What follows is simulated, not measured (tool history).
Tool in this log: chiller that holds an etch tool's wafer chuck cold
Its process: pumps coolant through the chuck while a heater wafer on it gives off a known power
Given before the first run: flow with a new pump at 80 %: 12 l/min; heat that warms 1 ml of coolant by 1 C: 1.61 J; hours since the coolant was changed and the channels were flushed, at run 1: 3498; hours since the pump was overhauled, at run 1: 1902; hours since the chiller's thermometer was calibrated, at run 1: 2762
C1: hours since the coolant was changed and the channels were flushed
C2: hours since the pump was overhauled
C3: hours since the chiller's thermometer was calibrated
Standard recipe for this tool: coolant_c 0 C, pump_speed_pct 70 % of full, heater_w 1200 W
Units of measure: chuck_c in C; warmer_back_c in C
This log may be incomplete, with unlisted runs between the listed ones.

{"run": 1, "hour": 0.0, "coolant_c": 0, "pump_speed_pct": 70, "heater_w": 1200, "C1": 3498, "C2": 1902, "C3": 2762, "chuck_c": 15.3, "warmer_back_c": 4.53}
{"run": 2, "hour": 61.3, "coolant_c": 0, "pump_speed_pct": 70, "heater_w": 1200, "C1": 3559, "C2": 1964, "C3": 2823, "chuck_c": 15.3, "warmer_back_c": 4.56}
{"hour": 116.2, "done": "chiller's thermometer calibrated"}
{"run": 3, "hour": 135.2, "coolant_c": 0, "pump_speed_pct": 70, "heater_w": 1200, "C1": 3632, "C2": 2037, "C3": 19, "chuck_c": 16.1, "warmer_back_c": 4.61}
{"run": 4, "hour": 202.4, "coolant_c": 0, "pump_speed_pct": 70, "heater_w": 1200, "C1": 3699, "C2": 2104, "C3": 86, "chuck_c": 15.8, "warmer_back_c": 4.62}
{"run": 5, "hour": 268.3, "coolant_c": 0, "pump_speed_pct": 70, "heater_w": 1045, "C1": 3765, "C2": 2170, "C3": 152, "chuck_c": 14.2, "warmer_back_c": 3.95}
{"run": 6, "hour": 313.0, "coolant_c": 0, "pump_speed_pct": 70, "heater_w": 1200, "C1": 3810, "C2": 2214, "C3": 197, "chuck_c": 16.0, "warmer_back_c": 4.62}
{"run": 7, "hour": 392.6, "coolant_c": 0, "pump_speed_pct": 70, "heater_w": 1200, "C1": 3890, "C2": 2294, "C3": 276, "chuck_c": 16.4, "warmer_back_c": 4.61}
{"run": 8, "hour": 428.6, "coolant_c": 0, "pump_speed_pct": 65, "heater_w": 1200, "C1": 3926, "C2": 2330, "C3": 312, "chuck_c": 17.2, "warmer_back_c": 4.94}
{"run": 9, "hour": 486.5, "coolant_c": 0, "pump_speed_pct": 65, "heater_w": 1200, "C1": 3984, "C2": 2388, "C3": 370, "chuck_c": 17.4, "warmer_back_c": 4.97}
{"run": 10, "hour": 539.1, "coolant_c": 0, "pump_speed_pct": 70, "heater_w": 1200, "C1": 4036, "C2": 2440, "C3": 423, "chuck_c": 16.2, "warmer_back_c": 4.67}
{"run": 11, "hour": 582.4, "coolant_c": 0, "pump_speed_pct": 90, "heater_w": 1200, "C1": 4079, "C2": 2484, "C3": 466, "chuck_c": 13.0, "warmer_back_c": 3.61}
{"run": 12, "hour": 650.7, "coolant_c": 0, "pump_speed_pct": 90, "heater_w": 1200, "C1": 4148, "C2": 2552, "C3": 535, "chuck_c": 12.9, "warmer_back_c": 3.61}
{"run": 13, "hour": 715.7, "coolant_c": 0, "pump_speed_pct": 70, "heater_w": 1200, "C1": 4213, "C2": 2617, "C3": 599, "chuck_c": 16.5, "warmer_back_c": 4.73}
{"run": 14, "hour": 779.9, "coolant_c": 0, "pump_speed_pct": 70, "heater_w": 1200, "C1": 4277, "C2": 2681, "C3": 664, "chuck_c": 16.5, "warmer_back_c": 4.71}
{"run": 15, "hour": 836.2, "coolant_c": 0, "pump_speed_pct": 70, "heater_w": 1200, "C1": 4333, "C2": 2738, "C3": 720, "chuck_c": 16.7, "warmer_back_c": 4.73}
{"run": 16, "hour": 908.8, "coolant_c": 0, "pump_speed_pct": 70, "heater_w": 1200, "C1": 4406, "C2": 2810, "C3": 793, "chuck_c": 16.8, "warmer_back_c": 4.68}
{"run": 17, "hour": 963.7, "coolant_c": 0, "pump_speed_pct": 70, "heater_w": 821, "C1": 4461, "C2": 2865, "C3": 848, "chuck_c": 11.3, "warmer_back_c": 3.2}
{"run": 18, "hour": 998.7, "coolant_c": 0, "pump_speed_pct": 70, "heater_w": 821, "C1": 4496, "C2": 2900, "C3": 883, "chuck_c": 11.4, "warmer_back_c": 3.24}
{"run": 19, "hour": 1041.1, "coolant_c": 0, "pump_speed_pct": 70, "heater_w": 668, "C1": 4538, "C2": 2943, "C3": 925, "chuck_c": 9.1, "warmer_back_c": 2.56}
{"run": 20, "hour": 1081.7, "coolant_c": 8, "pump_speed_pct": 87, "heater_w": 1533, "C1": 4579, "C2": 2983, "C3": 966, "chuck_c": 25.9, "warmer_back_c": 4.9}
{"run": 21, "hour": 1114.9, "coolant_c": 8, "pump_speed_pct": 81, "heater_w": 611, "C1": 4612, "C2": 3016, "C3": 999, "chuck_c": 15.5, "warmer_back_c": 2.1}
{"run": 22, "hour": 1151.1, "coolant_c": 8, "pump_speed_pct": 81, "heater_w": 611, "C1": 4648, "C2": 3052, "C3": 1035, "chuck_c": 15.4, "warmer_back_c": 2.12}
{"run": 23, "hour": 1227.7, "coolant_c": 0, "pump_speed_pct": 88, "heater_w": 1200, "C1": 4725, "C2": 3129, "C3": 1112, "chuck_c": 14.0, "warmer_back_c": 3.82}
{"run": 24, "hour": 1266.9, "coolant_c": 0, "pump_speed_pct": 88, "heater_w": 1200, "C1": 4764, "C2": 3168, "C3": 1151, "chuck_c": 14.1, "warmer_back_c": 3.85}
{"run": 25, "hour": 1324.1, "coolant_c": 0, "pump_speed_pct": 88, "heater_w": 1200, "C1": 4821, "C2": 3226, "C3": 1208, "chuck_c": 13.9, "warmer_back_c": 3.83}
{"run": 26, "hour": 1364.3, "coolant_c": -4, "pump_speed_pct": 98, "heater_w": 1308, "C1": 4861, "C2": 3266, "C3": 1248, "chuck_c": 10.0, "warmer_back_c": 3.74}
{"run": 27, "hour": 1399.5, "coolant_c": -4, "pump_speed_pct": 98, "heater_w": 1350, "C1": 4897, "C2": 3301, "C3": 1283, "chuck_c": 10.5, "warmer_back_c": 3.89}
{"run": 28, "hour": 1449.4, "coolant_c": -9, "pump_speed_pct": 71, "heater_w": 1383, "C1": 4946, "C2": 3351, "C3": 1333, "chuck_c": 10.8, "warmer_back_c": 5.44}
{"run": 29, "hour": 1490.2, "coolant_c": 7, "pump_speed_pct": 96, "heater_w": 1256, "C1": 4987, "C2": 3392, "C3": 1374, "chuck_c": 20.6, "warmer_back_c": 3.69}
{"hour": 1516.0, "done": "coolant changed, channels flushed"}
{"run": 30, "hour": 1543.3, "coolant_c": -7, "pump_speed_pct": 64, "heater_w": 1256, "C1": 27, "C2": 3439, "C3": 1421, "chuck_c": 9.6, "warmer_back_c": 5.5}
{"run": 31, "hour": 1617.3, "coolant_c": -5, "pump_speed_pct": 72, "heater_w": 760, "C1": 101, "C2": 3513, "C3": 1495, "chuck_c": 3.8, "warmer_back_c": 3.0}
{"run": 32, "hour": 1691.1, "coolant_c": -7, "pump_speed_pct": 65, "heater_w": 905, "C1": 175, "C2": 3586, "C3": 1569, "chuck_c": 4.7, "warmer_back_c": 3.96}

Forecast each of these 3 alternatives for the next run:
{"run": "A", "hour": 1732.1, "coolant_c": 9, "pump_speed_pct": 70, "heater_w": 776, "C1": 216, "C2": 3628, "C3": 1610, "chuck_c": "?", "warmer_back_c": "?"}
{"run": "B", "hour": 1732.1, "coolant_c": 10, "pump_speed_pct": 65, "heater_w": 644, "C1": 216, "C2": 3628, "C3": 1610, "chuck_c": "?", "warmer_back_c": "?"}
{"run": "C", "hour": 1732.1, "coolant_c": 7, "pump_speed_pct": 70, "heater_w": 1200, "C1": 216, "C2": 3628, "C3": 1610, "chuck_c": "?", "warmer_back_c": "?"}

run=A chuck_c=18.3 warmer_back_c=3.16
run=B chuck_c=18.4 warmer_back_c=2.78
run=C chuck_c=21.6 warmer_back_c=4.91
With the hidden condition removed and each run's random variation left untouched, the same runs would have given:
run=A chuck_c=17.4 warmer_back_c=2.76
run=B chuck_c=17.6 warmer_back_c=2.42
run=C chuck_c=20.0 warmer_back_c=4.28

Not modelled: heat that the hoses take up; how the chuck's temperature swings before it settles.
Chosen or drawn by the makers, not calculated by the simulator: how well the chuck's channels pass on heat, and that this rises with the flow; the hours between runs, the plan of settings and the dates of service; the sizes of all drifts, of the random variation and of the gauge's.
